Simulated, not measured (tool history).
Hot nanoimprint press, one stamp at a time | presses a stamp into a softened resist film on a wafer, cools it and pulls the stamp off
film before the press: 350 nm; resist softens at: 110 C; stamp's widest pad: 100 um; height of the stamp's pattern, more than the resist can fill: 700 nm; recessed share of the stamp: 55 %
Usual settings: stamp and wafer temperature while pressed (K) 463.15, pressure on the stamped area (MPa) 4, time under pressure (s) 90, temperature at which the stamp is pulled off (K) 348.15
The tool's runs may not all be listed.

| run | hour | stamp and wafer temperature while pressed (K) | pressure on the stamped area (MPa) | time under pressure (s) | temperature at which the stamp is pulled off (K) | resist left under the stamp's widest pad (Å) | greatest force while the stamp is pulled off (N) |
|---|---|---|---|---|---|---|---|
| 1 | 0 | 463.15 | 4 | 90 | 348.15 | 1678 | 197 |
| 2 | 7.6 | 463.15 | 4 | 90 | 348.15 | 1679 | 194 |
| 3 | 14.9 | 463.15 | 4 | 90 | 348.15 | 1677 | 193 |
| 4 | 22.6 | 463.15 | 4 | 126 | 348.15 | 1473 | 198 |
| 5 | 33.5 | 463.15 | 4 | 90 | 348.15 | 1671 | 198 |
| 6 | 40 | 463.15 | 4 | 90 | 348.15 | 1678 | 195 |
| 7 | 46.5 | 463.15 | 4 | 90 | 348.15 | 1671 | 197 |
|  | 53.8 | stamp cleaned and given a new release coat |
| 8 | 58.8 | 463.15 | 4 | 90 | 348.15 | 1675 | 170 |
| 9 | 67 | 463.15 | 4 | 90 | 348.15 | 1671 | 171 |
| 10 | 76.4 | 463.15 | 4 | 90 | 348.15 | 1671 | 174 |
| 11 | 86.1 | 463.15 | 4 | 90 | 348.15 | 1668 | 172 |
| 12 | 97.9 | 463.15 | 4 | 90 | 348.15 | 1670 | 175 |
| 13 | 108.3 | 463.15 | 4 | 90 | 348.15 | 1667 | 177 |
| 14 | 120.8 | 463.15 | 4 | 90 | 348.15 | 1674 | 176 |
| 15 | 127 | 463.15 | 4 | 90 | 348.15 | 1673 | 177 |
| 16 | 138.7 | 463.15 | 4 | 90 | 348.15 | 1667 | 174 |
| 17 | 147.4 | 472.15 | 4 | 90 | 349.15 | 1202 | 179 |
| 18 | 154.3 | 472.15 | 4 | 90 | 349.15 | 1197 | 176 |
| 19 | 163.1 | 472.15 | 4 | 90 | 349.15 | 1198 | 178 |
| 20 | 173.9 | 456.15 | 3.9 | 60 | 348.15 | 2400 | 176 |
|  | 177.9 | plate thermocouple calibrated |
| 21 | 182.5 | 456.15 | 2.51 | 45 | 348.15 | 2893 | 179 |
| 22 | 194.7 | 458.15 | 4 | 90 | 339.15 | 2039 | 190 |
| 23 | 203.8 | 463.15 | 4.68 | 90 | 341.15 | 1608 | 189 |
| 24 | 209.9 | 463.15 | 4.68 | 90 | 341.15 | 1596 | 185 |
| 25 | 219.2 | 468.15 | 4 | 102 | 346.15 | 1355 | 183 |
| 26 | 229.8 | 463.15 | 4 | 102 | 346.15 | 1632 | 185 |
| 27 | 239.5 | 463.15 | 4 | 102 | 346.15 | 1633 | 186 |
| 28 | 247.3 | 455.15 | 3.82 | 70 | 338.15 | 2439 | 194 |
| 29 | 255.4 | 455.15 | 3.82 | 70 | 338.15 | 2444 | 193 |
| 30 | 263.4 | 461.15 | 4 | 75 | 334.15 | 1951 | 198 |
| 31 | 269 | 474.15 | 4.65 | 70 | 347.15 | 1185 | 187 |

Forecast each of these 3 alternatives for the next run:
| A | 280 | 461.15 | 5.64 | 55 | 347.15 | ? | ? |
| B | 280 | 463.15 | 4 | 125 | 348.15 | ? | ? |
| C | 280 | 463.15 | 2.84 | 65 | 348.15 | ? | ? |

| run | resist left under the stamp's widest pad (Å) | greatest force while the stamp is pulled off (N) |
|---|---|---|
| A | 1899 | 186 |
| B | 1507 | 184 |
| C | 2162 | 188 |
Without the tool's hidden state the same runs would have given:
| run | resist left under the stamp's widest pad (Å) | greatest force while the stamp is pulled off (N) |
|---|---|---|
| A | 1898 | 174 |
| B | 1509 | 171 |
| C | 2168 | 175 |
